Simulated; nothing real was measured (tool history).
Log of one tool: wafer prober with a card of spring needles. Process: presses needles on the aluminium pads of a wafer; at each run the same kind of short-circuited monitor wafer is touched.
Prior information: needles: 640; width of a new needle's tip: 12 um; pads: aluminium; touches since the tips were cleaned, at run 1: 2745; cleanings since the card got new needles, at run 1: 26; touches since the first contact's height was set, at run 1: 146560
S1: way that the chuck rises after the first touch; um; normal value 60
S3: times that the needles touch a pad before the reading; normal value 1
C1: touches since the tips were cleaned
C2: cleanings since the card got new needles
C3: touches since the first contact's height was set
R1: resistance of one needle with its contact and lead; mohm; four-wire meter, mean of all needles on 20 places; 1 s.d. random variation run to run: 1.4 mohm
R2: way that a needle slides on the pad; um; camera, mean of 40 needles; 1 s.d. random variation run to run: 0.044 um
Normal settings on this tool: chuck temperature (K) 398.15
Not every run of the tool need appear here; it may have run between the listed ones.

Run 1, day 0: usual settings; C1 2745; C2 26; C3 146560. Result: R1 115 mohm, R2 12.57 um.
At day 0.175: tips cleaned on abrasive film.
At day 0.508: tips cleaned on abrasive film.
Run 2, day 0.629: usual settings; C1 2262; C2 28; C3 158341. Result: R1 114 mohm, R2 12.74 um.
At day 0.804: tips cleaned on abrasive film.
Run 3, day 1.017: usual settings; C1 4105; C2 29; C3 165688. Result: R1 116 mohm, R2 12.66 um.
At day 1.112: tips cleaned on abrasive film.
At day 1.425: tips cleaned on abrasive film.
Run 4, day 1.425: usual settings; C1 0; C2 31; C3 173243. Result: R1 115 mohm, R2 12.72 um.
Run 5, day 1.679: usual settings; C1 4842; C2 31; C3 178085. Result: R1 115 mohm, R2 12.67 um.
At day 1.725: tips cleaned on abrasive film.
At day 2.025: tips cleaned on abrasive film.
Run 6, day 2.117: usual settings; C1 1697; C2 33; C3 186254. Result: R1 115 mohm, R2 12.67 um.
At day 2.346: tips cleaned on abrasive film.
At day 2.642: tips cleaned on abrasive film.
Run 7, day 2.742: usual settings but S3 2; C1 1957; C2 35; C3 198036. Result: R1 115 mohm, R2 12.72 um.
At day 2.942: tips cleaned on abrasive film.
Run 8, day 3.079: usual settings but S3 3; C1 2631; C2 36; C3 204329. Result: R1 114 mohm, R2 12.62 um.
At day 3.283: tips cleaned on abrasive film.
At day 3.358: height of the first contact set anew.
Run 9, day 3.538: usual settings but S3 3; C1 4537; C2 37; C3 3420. Result: R1 114 mohm, R2 12.61 um.
At day 3.629: tips cleaned on abrasive film.
At day 3.946: tips cleaned on abrasive film.
Run 10, day 4.033: usual settings but S3 3; C1 1681; C2 39; C3 12753. Result: R1 113 mohm, R2 12.65 um.
At day 4.262: tips cleaned on abrasive film.
Run 11, day 4.488: usual settings but S3 3; C1 4261; C2 40; C3 21281. Result: R1 112 mohm, R2 12.54 um.
At day 4.579: tips cleaned on abrasive film.
At day 4.871: tips cleaned on abrasive film.
Run 12, day 4.983: usual settings but S1 59 um, S3 3; C1 2117; C2 42; C3 30534. Result: R1 114 mohm, R2 12.47 um.
At day 5.162: tips cleaned on abrasive film.
Run 13, day 5.304: usual settings but S1 59 um, S3 3; C1 2646; C2 43; C3 36565. Result: R1 115 mohm, R2 12.46 um.
At day 5.467: tips cleaned on abrasive film.
At day 5.808: tips cleaned on abrasive film.
Run 14, day 5.825: usual settings but S1 59 um, chuck temperature (K) 335.15; C1 366; C2 45; C3 46346. Result: R1 109 mohm, R2 12.44 um.
At day 6.1: tips cleaned on abrasive film.
Run 15, day 6.367: usual settings but S1 48 um, chuck temperature (K) 355.15, S3 3; C1 5035; C2 46; C3 56526. Result: R1 111 mohm, R2 10.15 um.
At day 6.4: tips cleaned on abrasive film.
At day 6.712: tips cleaned on abrasive film.
Run 16, day 6.867: usual settings but S1 57 um, chuck temperature (K) 309.15; C1 2930; C2 48; C3 65908. Result: R1 103 mohm, R2 12.01 um.
At day 7.017: tips cleaned on abrasive film.
Run 17, day 7.204: usual settings but S1 53 um; C1 3585; C2 49; C3 72255. Result: R1 116 mohm, R2 11.17 um.
At day 7.35: tips cleaned on abrasive film.
At day 7.671: tips cleaned on abrasive film.
Run 18, day 7.842: usual settings but S1 53 um; C1 3278; C2 51; C3 84215. Result: R1 118 mohm, R2 11.19 um.
At day 7.979: tips cleaned on abrasive film.
At day 8.292: tips cleaned on abrasive film.
Run 19, day 8.304: usual settings but S1 53 um; C1 248; C2 53; C3 92877. Result: R1 115 mohm, R2 11.2 um.
At day 8.583: tips cleaned on abrasive film.
Run 20, day 8.825: usual settings but S1 62 um, chuck temperature (K) 364.15, S3 2; C1 4655; C2 54; C3 102725. Result: R1 109 mohm, R2 13.12 um.
At day 8.879: tips cleaned on abrasive film.
Run 21, day 9.138: usual settings but S1 62 um, chuck temperature (K) 364.15; C1 4901; C2 55; C3 108512. Result: R1 108 mohm, R2 13.07 um.
At day 9.179: tips cleaned on abrasive film.
At day 9.479: tips cleaned on abrasive film.
Run 22, day 9.629: usual settings but S1 62 um, chuck temperature (K) 364.15; C1 2822; C2 57; C3 117733. Result: R1 113 mohm, R2 13.06 um.
At day 9.783: tips cleaned on abrasive film.
At day 10.083: tips cleaned on abrasive film.
Run 23, day 10.083: usual settings but S1 62 um, chuck temperature (K) 387.15, S3 2; C1 0; C2 59; C3 126251. Result: R1 114 mohm, R2 13.14 um.
At day 10.4: tips cleaned on abrasive film.
Run 24, day 10.638: usual settings but S1 62 um, chuck temperature (K) 387.15, S3 2; C1 4511; C2 60; C3 136671. Result: R1 112 mohm, R2 13.1 um.
At day 10.733: tips cleaned on abrasive film.
At day 11.038: tips cleaned on abrasive film.
Run 25, day 11.262: usual settings but S1 56 um, chuck temperature (K) 320.15; C1 4216; C2 62; C3 148388. Result: R1 103 mohm, R2 11.81 um.

Here are 4 independent what-if runs from the current tool condition. What would each one return?
At day 11.379: tips cleaned on abrasive film.
At day 11.683: tips cleaned on abrasive film.
Run A, day 11.683: usual settings but S1 56 um, chuck temperature (K) 358.15; C1 0; C2 64; C3 156243. Result: R1 ?, R2 ?.
At day 11.379: tips cleaned on abrasive film.
At day 11.683: tips cleaned on abrasive film.
Run B, day 11.683: usual settings but S1 71 um, chuck temperature (K) 342.15; C1 0; C2 64; C3 156243. Result: R1 ?, R2 ?.
At day 11.379: tips cleaned on abrasive film.
At day 11.683: tips cleaned on abrasive film.
Run C, day 11.683: usual settings but S1 47 um, chuck temperature (K) 301.15; C1 0; C2 64; C3 156243. Result: R1 ?, R2 ?.
At day 11.379: tips cleaned on abrasive film.
At day 11.683: tips cleaned on abrasive film.
Run D, day 11.683: usual settings but S1 58 um; C1 0; C2 64; C3 156243. Result: R1 ?, R2 ?.

run   R1     R2
  A  108  11.77
  B  109  15.03
  C  105   9.93
  D  115  12.23
What these runs would have given with no unlogged condition in the tool:
run   R1     R2
  A  108  11.77
  B  109  15.03
  C  105   9.93
  D  115  12.24

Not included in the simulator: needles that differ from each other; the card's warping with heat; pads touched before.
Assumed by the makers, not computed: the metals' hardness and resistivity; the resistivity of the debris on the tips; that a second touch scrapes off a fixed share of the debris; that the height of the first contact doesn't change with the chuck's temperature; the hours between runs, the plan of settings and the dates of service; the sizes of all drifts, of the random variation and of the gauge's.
